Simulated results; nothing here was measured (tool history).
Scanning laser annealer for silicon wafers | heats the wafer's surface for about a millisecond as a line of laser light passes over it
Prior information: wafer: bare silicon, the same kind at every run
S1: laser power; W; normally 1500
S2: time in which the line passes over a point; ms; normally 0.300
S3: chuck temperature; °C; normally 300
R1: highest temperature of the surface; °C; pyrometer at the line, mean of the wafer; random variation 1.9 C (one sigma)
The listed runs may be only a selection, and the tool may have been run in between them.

run,hour,S1,S2,S3,R1
1,0.0,1500,0.300,300,1122
2,16.2,1500,0.300,300,1119
3,33.2,1500,0.300,300,1119
4,44.6,1500,0.238,300,1037
5,61.1,1500,0.238,300,1038
6,68.5,1500,0.238,300,1035
7,83.8,1621,0.300,300,1182
8,99.7,1371,0.264,272,971
9,114.9,1371,0.264,317,1016
10,129.7,1371,0.264,317,1015
11,138.0,1371,0.264,317,1012
12,149.0,1559,0.275,310,1121
13,156.4,1500,0.364,311,1191

Each row is a separate what-if for the run after 13, all from the same tool condition, not one after another. Results?
A,166.5,1622,0.324,282,?
B,166.5,1319,0.300,316,?
C,166.5,1500,0.300,332,?
D,166.5,1631,0.300,300,?

run,R1
A,1191
B,1024
C,1139
D,1180
What these runs would have given with no unlogged condition in the tool:
run,R1
A,1234
B,1058
C,1178
D,1222
